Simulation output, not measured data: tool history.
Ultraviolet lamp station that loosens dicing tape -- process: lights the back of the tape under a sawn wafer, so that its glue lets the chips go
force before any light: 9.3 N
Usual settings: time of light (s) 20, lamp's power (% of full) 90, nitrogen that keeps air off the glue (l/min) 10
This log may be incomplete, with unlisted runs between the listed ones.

run     day  time of light (s)  lamp's power (% of full)  nitrogen that keeps air off the glue (l/min)  force that peels the tape off (N)  light that reached the tape (mJ/cm²)
  1       0                 20                        90                                            10                              0.818                                   307
  2   0.671                 20                        90                                            10                               0.84                                   312
  3   1.538                 20                        90                                            10                              0.793                                   304
  4   2.317                 20                        90                                            10                              0.798                                   305
  5   3.371                 20                        90                                             8                              0.971                                   308
  6   4.338                 20                        85                                            10                                0.9                                   289
  7   5.042                 20                        90                                            10                              0.824                                   307
  8   6.092                 20                        90                                            10                              0.828                                   308
  9   6.704                 20                        90                                            10                              0.828                                   301
      7.021  -- window cleaned of glue's vapour
 10   7.179                 20                        90                                            10                              0.834                                   303
 11   7.704                 20                        90                                            10                              0.811                                   306
 12   8.288                 20                        85                                            10                              0.924                                   292
 13   9.229                 20                        85                                            10                              0.935                                   288
 14  10.112                 23                        61                                             5                               2.01                                   243
 15  11.192                 15                        87                                            10                              1.521                                   225
 16  11.642                 38                        87                                            15                              0.208                                   562
 17  12.408                 38                        87                                            15                                0.2                                   563
 18  13.029                 20                        90                                            15                              0.667                                   306
 19  13.804                 12                        77                                            14                              2.151                                   157
 20   14.25                 20                        76                                            16                              0.928                                   257
 21  15.212                 30                        61                                            11                              0.777                                   309
 22  15.858                 20                        78                                            12                              0.984                                   262
 23  16.525                 20                        78                                            12                              0.983                                   269
 24  17.192                 16                        81                                             7                              1.911                                   221

Below are 4 alternative next runs, each starting from the tool's condition after run 24. Predict each:
  A  18.192                 16                        96                                             7                                  ?                                     ?
  B  18.192                 20                        65                                             8                                  ?                                     ?
  C  18.192                 26                        63                                             9                                  ?                                     ?
  D  18.192                 20                        90                                             3                                  ?                                     ?

run  force that peels the tape off (N)  light that reached the tape (mJ/cm²)
  A                              1.456                                   261
  B                              1.731                                   216
  C                              1.052                                   280
  D                              1.833                                   302
With no hidden state in the tool, these same runs would have given:
run  force that peels the tape off (N)  light that reached the tape (mJ/cm²)
  A                              1.454                                   261
  B                              1.728                                   216
  C                               1.05                                   280
  D                              1.831                                   303
